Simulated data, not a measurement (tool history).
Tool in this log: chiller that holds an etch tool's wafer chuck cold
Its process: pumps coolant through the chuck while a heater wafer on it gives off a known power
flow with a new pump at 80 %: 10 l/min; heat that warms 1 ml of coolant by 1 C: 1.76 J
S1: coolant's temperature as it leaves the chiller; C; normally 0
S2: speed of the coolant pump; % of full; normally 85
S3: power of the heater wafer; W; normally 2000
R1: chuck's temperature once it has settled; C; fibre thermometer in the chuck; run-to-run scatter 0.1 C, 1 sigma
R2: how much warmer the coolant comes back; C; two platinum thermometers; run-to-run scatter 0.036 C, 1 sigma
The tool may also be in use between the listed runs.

run	day	S1	S2	S3	R1	R2
1	0	0	85	2000	21.5	6.48
2	0.679	0	85	2000	21.6	6.43
3	1.462	0	85	2796	30	9.08
4	2.325	0	85	2000	21.6	6.41
5	3.992	0	85	2000	21.6	6.49
6	5.417	0	85	2000	21.6	6.52
7	6.529	0	85	2000	21.5	6.54
8	7.258	-4	85	2000	17.5	6.49
9	8.175	-1	85	2000	20.4	6.48
10	8.883	-1	85	2000	20.5	6.5
11	10.175	-1	85	2000	20.6	6.5
12	11.325	0	68	2000	24.4	8.09
13	12.612	0	68	2000	24.5	8.08
14	13.85	0	68	2000	24.4	8.1
15	14.608	0	68	2000	24.4	8.14

Run 16, settings as shown, results not yet in. Your forecast:
16	15.508	0	68	2000	?	?

R1: 24.3 C
R2: 8.11 C
The same run, on a tool lacking any hidden state, would have yielded R1 24.3 C, R2 7.99 C.

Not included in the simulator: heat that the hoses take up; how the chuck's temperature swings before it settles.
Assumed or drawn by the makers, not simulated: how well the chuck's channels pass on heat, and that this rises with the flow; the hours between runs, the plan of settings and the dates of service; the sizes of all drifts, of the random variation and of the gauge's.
